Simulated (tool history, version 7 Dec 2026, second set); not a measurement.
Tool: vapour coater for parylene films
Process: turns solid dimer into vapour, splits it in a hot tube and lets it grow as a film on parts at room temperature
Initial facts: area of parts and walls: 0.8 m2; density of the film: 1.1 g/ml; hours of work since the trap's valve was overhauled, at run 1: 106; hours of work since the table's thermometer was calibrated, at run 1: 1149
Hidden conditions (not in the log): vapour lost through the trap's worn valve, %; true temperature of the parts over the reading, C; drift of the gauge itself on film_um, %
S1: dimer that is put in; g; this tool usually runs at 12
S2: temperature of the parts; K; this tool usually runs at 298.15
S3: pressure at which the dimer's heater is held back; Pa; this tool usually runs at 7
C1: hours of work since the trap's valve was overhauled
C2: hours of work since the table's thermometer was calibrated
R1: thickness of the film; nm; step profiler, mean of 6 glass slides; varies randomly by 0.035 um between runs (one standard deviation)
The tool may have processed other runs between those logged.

run	day	S1	S2	S3	C1	C2	R1
1	0	12	298.15	7	106	1149	8770
2	1.521	12	298.15	7	137	1180	8700
3	2.512	12	298.15	7.84	157	1200	8520
4	3.412	12	298.15	7.84	176	1219	8510
5	4.292	12	298.15	7	194	1237	8590
6	5.546	12	298.15	7	220	1263	8590
7	6.521	12	298.15	7	240	1283	8540
8	7.588	16	298.15	7	262	1305	11390
9	8.775	16	298.15	7	287	1330	11390
10	10.025	12	298.15	7	313	1356	8480
11	10.971	9	298.15	7	332	1375	6330
12	12.2	9	298.15	7	358	1401	6310
13	13.321	12	293.15	7	381	1424	9950
14	14.333	12	293.15	7	402	1445	9930
15	15.05	12	293.15	7	416	1459	9930
16	15.771	12	293.15	7	431	1474	9880
17	16.812	12	293.15	7	453	1496	9850
18	17.833	12	298.15	7	474	1517	8310
19	19.308	12	298.15	7	504	1547	8240
20	20.021	12	298.15	7	519	1562	8250
21	20.7	12	298.15	7	533	1576	8280
22	21.771	12	298.15	7	555	1598	8250
23	22.454	12	298.15	7	569	1612	8250
# day 22.867: trap's valve overhauled
24	23.692	12	298.15	7	17	1634	8660
25	24.383	18	296.15	6.68	31	1649	14200
26	25.771	18	296.15	6.68	60	1677	13940
27	27.154	6	294.15	9.5	89	1706	4680
28	27.883	16	294.15	9.36	104	1721	12500
29	29.421	12	302.15	5.87	135	1753	7760
30	30.383	10	303.15	3.19	155	1773	6810
31	31.225	18	298.15	2.02	173	1790	15730
32	32.133	15	297.15	7	191	1809	11030
33	33.292	15	297.15	7	215	1833	10990
34	34.183	15	300.15	3.22	234	1851	11190
35	35.396	15	290.15	3.22	259	1876	15780
36	36.288	14	290.15	4.1	277	1895	14080
37	37.071	14	290.15	4.1	293	1911	14110
# day 37.188: table's thermometer calibrated
38	38.188	14	290.15	4.1	316	21	14500
39	39.138	14	290.15	4.1	335	40	14510
40	40.296	10	295.15	6.79	359	64	8010
41	41.429	12	298.15	6.22	383	88	8850
42	42.804	12	298.15	6.22	411	116	8800
43	43.8	17	298.15	6.33	432	137	12420

Branching from run 43: 4 alternative next runs. What would each branch give?
A	45.271	17	298.15	5.7	462	167	?
B	45.271	12	293.15	6.61	462	167	?
C	45.271	9	294.15	5.92	462	167	?
D	45.271	22	298.15	6.33	462	167	?

run	R1
A	12560
B	10200
C	7490
D	15880
The same runs, with their run-to-run variation unchanged, on a tool lacking any hidden condition would have given:
run	R1
A	13370
B	10850
C	7970
D	16900
